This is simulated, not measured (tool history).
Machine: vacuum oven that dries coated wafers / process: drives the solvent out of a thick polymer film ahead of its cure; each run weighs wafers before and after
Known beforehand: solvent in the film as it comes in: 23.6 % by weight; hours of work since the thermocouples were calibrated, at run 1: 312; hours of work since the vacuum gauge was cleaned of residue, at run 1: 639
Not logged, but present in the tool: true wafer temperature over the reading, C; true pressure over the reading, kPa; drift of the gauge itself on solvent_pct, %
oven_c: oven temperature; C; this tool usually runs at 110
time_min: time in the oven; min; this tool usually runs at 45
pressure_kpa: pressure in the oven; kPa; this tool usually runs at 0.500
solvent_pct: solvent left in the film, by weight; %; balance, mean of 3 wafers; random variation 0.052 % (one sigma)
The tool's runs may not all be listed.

run    hour  oven_c  time_min  pressure_kpa  hours of work since the thermocouples were calibrated  hours of work since the vacuum gauge was cleaned of residue  solvent_pct
  1     0.0     110        45         0.500                                                    312                                                          639         1.44
  2    94.1     110        45         0.500                                                    356                                                          683         1.39
  3   168.8     110        45         1.714                                                    391                                                          718         2.24
  4   229.7     110        45         1.714                                                    420                                                          746         2.36
  5   317.0     110        45         0.664                                                    461                                                          788         1.51
  6   412.6     110        45         0.500                                                    506                                                          832         1.50
  7   470.4     110        45         0.500                                                    533                                                          860         1.46
  8   534.0     110        45         0.500                                                    563                                                          890         1.59
  9   592.5     103        45         0.500                                                    590                                                          917         3.01
 10   637.7     103        37         0.500                                                    612                                                          938         4.17
 11   695.6     103        37         0.500                                                    639                                                          966         4.05
 12   753.4     103        37         0.500                                                    666                                                          993         4.04
 13   840.6     103        37         0.500                                                    707                                                         1034         4.09
 14   907.1     103        37         0.500                                                    738                                                         1065         4.05
 15   987.8     103        37         0.500                                                    776                                                         1103         4.06
 16  1067.9     106        37         0.500                                                    814                                                         1141         3.13
 17  1163.3     106        37         0.500                                                    859                                                         1185         3.15
 18  1253.3     106        37         0.500                                                    901                                                         1228         3.13
 19  1303.5     106        37         0.500                                                    925                                                         1251         3.06
 20  1399.7     110        57         0.500                                                    970                                                         1297         1.00
     1417.0  -- oven's thermocouples calibrated
 21  1489.1     110        45         1.201                                                     34                                                         1338         2.14
 22  1534.5     110        45         1.201                                                     55                                                         1359         2.23
 23  1580.4     110        33         0.500                                                     77                                                         1380         2.97
 24  1621.7     110        43         0.500                                                     96                                                         1400         1.85
 25  1697.4      99        43         1.283                                                    132                                                         1435         5.60
 26  1778.6     111        72         0.916                                                    170                                                         1474         0.96
 27  1851.2     107        47         0.500                                                    204                                                         1508         2.16
     1858.1  -- vacuum gauge cleaned of residue and calibrated
 28  1943.2     107        47         0.500                                                    247                                                           40         2.37
 29  2001.9     107        35         0.500                                                    274                                                           68         3.63
 30  2078.7     110        45         0.275                                                    310                                                          104         1.77
     2112.7  -- vacuum gauge cleaned of residue and calibrated, once more
 31  2123.9     110        45         0.275                                                    331                                                            5         1.21
 32  2196.4     110        45         0.275                                                    365                                                           39         1.31
 33  2268.3      99        45         1.106                                                    399                                                           73         4.77
 34  2356.1      99        45         1.106                                                    440                                                          114         4.72
 35  2427.8     119        45         0.418                                                    474                                                          148         0.45
 36  2515.9      96        37         0.253                                                    515                                                          190         6.58
 37  2598.6     110        49         0.364                                                    554                                                          228         1.04
 38  2645.1     121        49         0.364                                                    576                                                          250         0.21
 39  2728.2     106        33         0.264                                                    615                                                          289         3.59
 40  2816.6     118        45         0.500                                                    657                                                          331         0.57
 41  2904.1     106        22         0.954                                                    698                                                          372         6.64
 42  2972.9     106        22         0.954                                                    730                                                          404         6.56
 43  3064.8     123        33         0.362                                                    773                                                          448         0.61
 44  3157.3     123        33         0.362                                                    817                                                          491         0.54
 45  3242.8     123        33         0.362                                                    857                                                          531         0.56
 46  3292.7     120        71         1.849                                                    880                                                          555         1.07

Consider 4 possible next runs. They are alternatives, not a sequence: every one starts from the tool as it was left by run 46. What does each give?
  A  3369.3     124        57         0.427                                                    916                                                          591            ?
  B  3369.3     122        45         0.500                                                    916                                                          591            ?
  C  3369.3     104        45         0.500                                                    916                                                          591            ?
  D  3369.3     117        32         0.500                                                    916                                                          591            ?

run  solvent_pct
  A         0.27
  B         0.36
  C         2.67
  D         1.29
With the hidden condition removed and each run's random variation left untouched, the same runs would have given:
run  solvent_pct
  A         0.20
  B         0.29
  C         2.62
  D         1.25
